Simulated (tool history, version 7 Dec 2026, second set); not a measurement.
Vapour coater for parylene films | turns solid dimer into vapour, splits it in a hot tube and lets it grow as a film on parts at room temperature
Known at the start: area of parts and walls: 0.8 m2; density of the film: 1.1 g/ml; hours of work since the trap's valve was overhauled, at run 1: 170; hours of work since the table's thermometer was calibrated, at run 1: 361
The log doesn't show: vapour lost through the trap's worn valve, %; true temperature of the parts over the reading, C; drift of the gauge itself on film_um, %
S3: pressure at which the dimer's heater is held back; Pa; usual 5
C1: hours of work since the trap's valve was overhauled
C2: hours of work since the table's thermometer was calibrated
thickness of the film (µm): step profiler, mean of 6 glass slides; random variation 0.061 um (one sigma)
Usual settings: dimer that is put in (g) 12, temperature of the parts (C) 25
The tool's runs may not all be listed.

{"run": 1, "day": 0.0, "dimer that is put in (g)": 12, "temperature of the parts (C)": 25, "S3": 5, "C1": 170, "C2": 361, "thickness of the film (µm)": 7.34}
{"run": 2, "day": 1.667, "dimer that is put in (g)": 12, "temperature of the parts (C)": 25, "S3": 5, "C1": 195, "C2": 385, "thickness of the film (µm)": 7.22}
{"run": 3, "day": 3.429, "dimer that is put in (g)": 12, "temperature of the parts (C)": 25, "S3": 5, "C1": 220, "C2": 410, "thickness of the film (µm)": 7.07}
{"run": 4, "day": 4.688, "dimer that is put in (g)": 12, "temperature of the parts (C)": 25, "S3": 5, "C1": 239, "C2": 429, "thickness of the film (µm)": 7.16}
{"run": 5, "day": 6.675, "dimer that is put in (g)": 12, "temperature of the parts (C)": 25, "S3": 5, "C1": 268, "C2": 458, "thickness of the film (µm)": 7.13}
{"run": 6, "day": 7.671, "dimer that is put in (g)": 12, "temperature of the parts (C)": 25, "S3": 5, "C1": 282, "C2": 472, "thickness of the film (µm)": 7.18}
{"day": 8.279, "done": "trap's valve overhauled"}
{"run": 7, "day": 8.792, "dimer that is put in (g)": 12, "temperature of the parts (C)": 25, "S3": 5, "C1": 7, "C2": 486, "thickness of the film (µm)": 7.21}
{"run": 8, "day": 9.846, "dimer that is put in (g)": 10, "temperature of the parts (C)": 25, "S3": 5, "C1": 23, "C2": 501, "thickness of the film (µm)": 6.03}
{"run": 9, "day": 10.762, "dimer that is put in (g)": 12, "temperature of the parts (C)": 23, "S3": 5, "C1": 36, "C2": 515, "thickness of the film (µm)": 7.39}
{"run": 10, "day": 12.783, "dimer that is put in (g)": 12, "temperature of the parts (C)": 23, "S3": 5, "C1": 65, "C2": 544, "thickness of the film (µm)": 7.42}
{"run": 11, "day": 14.692, "dimer that is put in (g)": 9, "temperature of the parts (C)": 36, "S3": 5, "C1": 93, "C2": 572, "thickness of the film (µm)": 4.35}
{"run": 12, "day": 16.596, "dimer that is put in (g)": 15, "temperature of the parts (C)": 31, "S3": 10.64, "C1": 121, "C2": 599, "thickness of the film (µm)": 7.19}
{"run": 13, "day": 17.7, "dimer that is put in (g)": 15, "temperature of the parts (C)": 31, "S3": 10.64, "C1": 137, "C2": 615, "thickness of the film (µm)": 7.27}
{"run": 14, "day": 19.654, "dimer that is put in (g)": 15, "temperature of the parts (C)": 31, "S3": 10.64, "C1": 165, "C2": 644, "thickness of the film (µm)": 7.25}
{"run": 15, "day": 21.392, "dimer that is put in (g)": 13, "temperature of the parts (C)": 28, "S3": 5, "C1": 191, "C2": 669, "thickness of the film (µm)": 7.34}
{"run": 16, "day": 22.679, "dimer that is put in (g)": 9, "temperature of the parts (C)": 30, "S3": 5, "C1": 209, "C2": 688, "thickness of the film (µm)": 4.87}
{"run": 17, "day": 23.804, "dimer that is put in (g)": 9, "temperature of the parts (C)": 25, "S3": 5, "C1": 226, "C2": 704, "thickness of the film (µm)": 5.35}
{"run": 18, "day": 24.912, "dimer that is put in (g)": 5, "temperature of the parts (C)": 19, "S3": 5, "C1": 242, "C2": 720, "thickness of the film (µm)": 3.4}
{"run": 19, "day": 26.038, "dimer that is put in (g)": 6, "temperature of the parts (C)": 23, "S3": 2.16, "C1": 258, "C2": 737, "thickness of the film (µm)": 4.2}
{"run": 20, "day": 27.754, "dimer that is put in (g)": 6, "temperature of the parts (C)": 22, "S3": 10.78, "C1": 283, "C2": 762, "thickness of the film (µm)": 3.46}

Forecast each of these 3 alternatives for the next run:
{"day": 28.279, "done": "trap's valve overhauled"}
{"run": "A", "day": 29.233, "dimer that is put in (g)": 6, "temperature of the parts (C)": 22, "S3": 6.83, "C1": 14, "C2": 781, "thickness of the film (µm)": "?"}
{"day": 28.279, "done": "trap's valve overhauled"}
{"run": "B", "day": 29.233, "dimer that is put in (g)": 12, "temperature of the parts (C)": 18, "S3": 5, "C1": 14, "C2": 781, "thickness of the film (µm)": "?"}
{"day": 28.279, "done": "trap's valve overhauled"}
{"run": "C", "day": 29.233, "dimer that is put in (g)": 19, "temperature of the parts (C)": 28, "S3": 10.78, "C1": 14, "C2": 781, "thickness of the film (µm)": "?"}

run=A thickness_of_the_film_(µm)=3.62
run=B thickness_of_the_film_(µm)=8.24
run=C thickness_of_the_film_(µm)=9.63
Without the tool's hidden state the same runs would have given:
run=A thickness_of_the_film_(µm)=3.62
run=B thickness_of_the_film_(µm)=8.24
run=C thickness_of_the_film_(µm)=9.63

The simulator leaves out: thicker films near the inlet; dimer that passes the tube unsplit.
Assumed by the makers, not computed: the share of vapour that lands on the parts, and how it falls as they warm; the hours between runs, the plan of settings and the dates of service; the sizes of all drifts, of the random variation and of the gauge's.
